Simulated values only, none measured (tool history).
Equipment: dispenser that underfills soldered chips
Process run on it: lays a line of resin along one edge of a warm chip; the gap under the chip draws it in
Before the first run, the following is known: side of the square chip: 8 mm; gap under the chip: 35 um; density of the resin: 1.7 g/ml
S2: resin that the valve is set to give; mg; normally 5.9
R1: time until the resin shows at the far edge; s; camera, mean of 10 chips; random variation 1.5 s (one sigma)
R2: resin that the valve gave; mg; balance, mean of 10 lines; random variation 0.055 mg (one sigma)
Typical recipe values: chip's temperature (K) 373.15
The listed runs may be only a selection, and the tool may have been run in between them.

run 1 hour=0 | chip's_temperature_(K)=373.15 S2=5.9 | R1=169.9 R2=5.35
-- hour=13 new syringe of resin
run 2 hour=13.3 | chip's_temperature_(K)=373.15 S2=5.9 | R1=155.8 R2=5.36
run 3 hour=20.7 | chip's_temperature_(K)=373.15 S2=5.9 | R1=214.8 R2=5.29
-- hour=28.7 new syringe of resin
run 4 hour=28.9 | chip's_temperature_(K)=373.15 S2=5.9 | R1=158.3 R2=5.29
run 5 hour=38.1 | chip's_temperature_(K)=373.15 S2=5.9 | R1=227.9 R2=5.24
-- hour=44.4 new syringe of resin
run 6 hour=44.9 | chip's_temperature_(K)=373.15 S2=5.9 | R1=161.3 R2=5.14
-- hour=56.1 dispensing valve cleaned and set on the balance
run 7 hour=57.6 | chip's_temperature_(K)=373.15 S2=5.72 | R1=249.2 R2=5.7
-- hour=61.6 new syringe of resin
run 8 hour=71.3 | chip's_temperature_(K)=373.15 S2=5.72 | R1=225.9 R2=5.69
run 9 hour=76.8 | chip's_temperature_(K)=377.15 S2=5.9 | R1=233.9 R2=5.88
-- hour=78.2 new syringe of resin
run 10 hour=84.5 | chip's_temperature_(K)=377.15 S2=5.9 | R1=165.5 R2=5.81
-- hour=94.2 new syringe of resin
run 11 hour=95.2 | chip's_temperature_(K)=377.15 S2=5.21 | R1=132.8 R2=5.07
run 12 hour=101.8 | chip's_temperature_(K)=377.15 S2=5.21 | R1=178 R2=5
run 13 hour=107.8 | chip's_temperature_(K)=385.15 S2=5.21 | R1=162.4 R2=5.05
-- hour=110.2 new syringe of resin
run 14 hour=116.4 | chip's_temperature_(K)=385.15 S2=7.3 | R1=113.8 R2=7.04
run 15 hour=123.3 | chip's_temperature_(K)=371.15 S2=7.5 | R1=276.4 R2=7.2
-- hour=126.6 new syringe of resin
run 16 hour=131 | chip's_temperature_(K)=371.15 S2=7.5 | R1=198.2 R2=7.16
run 17 hour=139.2 | chip's_temperature_(K)=371.15 S2=6.67 | R1=277.7 R2=6.38
-- hour=142.3 new syringe of resin
run 18 hour=151.1 | chip's_temperature_(K)=384.15 S2=6.46 | R1=141.6 R2=6.06
-- hour=158.6 new syringe of resin
run 19 hour=163.2 | chip's_temperature_(K)=362.15 S2=5.91 | R1=307.7 R2=5.45
-- hour=174.3 new syringe of resin
run 20 hour=174.4 | chip's_temperature_(K)=363.15 S2=6.78 | R1=242.4 R2=6.36
run 21 hour=185.6 | chip's_temperature_(K)=377.15 S2=6.12 | R1=206.1 R2=5.63
-- hour=190.4 new syringe of resin
run 22 hour=196.9 | chip's_temperature_(K)=366.15 S2=5.4 | R1=295.7 R2=4.97
-- hour=206.3 new syringe of resin
run 23 hour=210.7 | chip's_temperature_(K)=366.15 S2=5.4 | R1=260.3 R2=4.86
run 24 hour=221 | chip's_temperature_(K)=366.15 S2=6.37 | R1=385.8 R2=5.71
-- hour=222.6 new syringe of resin
run 25 hour=227.8 | chip's_temperature_(K)=366.15 S2=6.37 | R1=270.2 R2=5.69
run 26 hour=233.8 | chip's_temperature_(K)=366.15 S2=6.37 | R1=337.8 R2=5.71
-- hour=238.6 new syringe of resin
run 27 hour=242.7 | chip's_temperature_(K)=373.15 S2=7.28 | R1=182.9 R2=6.41
run 28 hour=249.9 | chip's_temperature_(K)=384.15 S2=7.47 | R1=151.7 R2=6.57

Below are 5 alternative next runs, each starting from the tool's condition after run 28. Predict each:
-- hour=254.9 new syringe of resin
-- hour=262.6 dispensing valve cleaned and set on the balance
run A hour=264.5 | chip's_temperature_(K)=358.15 S2=7.02 | R1=? R2=?
-- hour=254.9 new syringe of resin
-- hour=262.6 dispensing valve cleaned and set on the balance
run B hour=264.5 | chip's_temperature_(K)=385.15 S2=5.9 | R1=? R2=?
-- hour=254.9 new syringe of resin
-- hour=262.6 dispensing valve cleaned and set on the balance
run C hour=264.5 | chip's_temperature_(K)=364.15 S2=5.23 | R1=? R2=?
-- hour=254.9 new syringe of resin
-- hour=262.6 dispensing valve cleaned and set on the balance
run D hour=264.5 | chip's_temperature_(K)=373.15 S2=5.38 | R1=? R2=?
-- hour=254.9 new syringe of resin
-- hour=262.6 dispensing valve cleaned and set on the balance
run E hour=264.5 | chip's_temperature_(K)=385.15 S2=7.15 | R1=? R2=?

run=A R1=427.7 R2=6.92
run=B R1=130.3 R2=5.92
run=C R1=335.4 R2=5.22
run=D R1=224.3 R2=5.35
run=E R1=130.6 R2=7.16
What these runs would have given with no unlogged condition in the tool:
run=A R1=283.6 R2=6.94
run=B R1=87 R2=5.93
run=C R1=222.8 R2=5.23
run=D R1=149.2 R2=5.36
run=E R1=87.4 R2=7.17
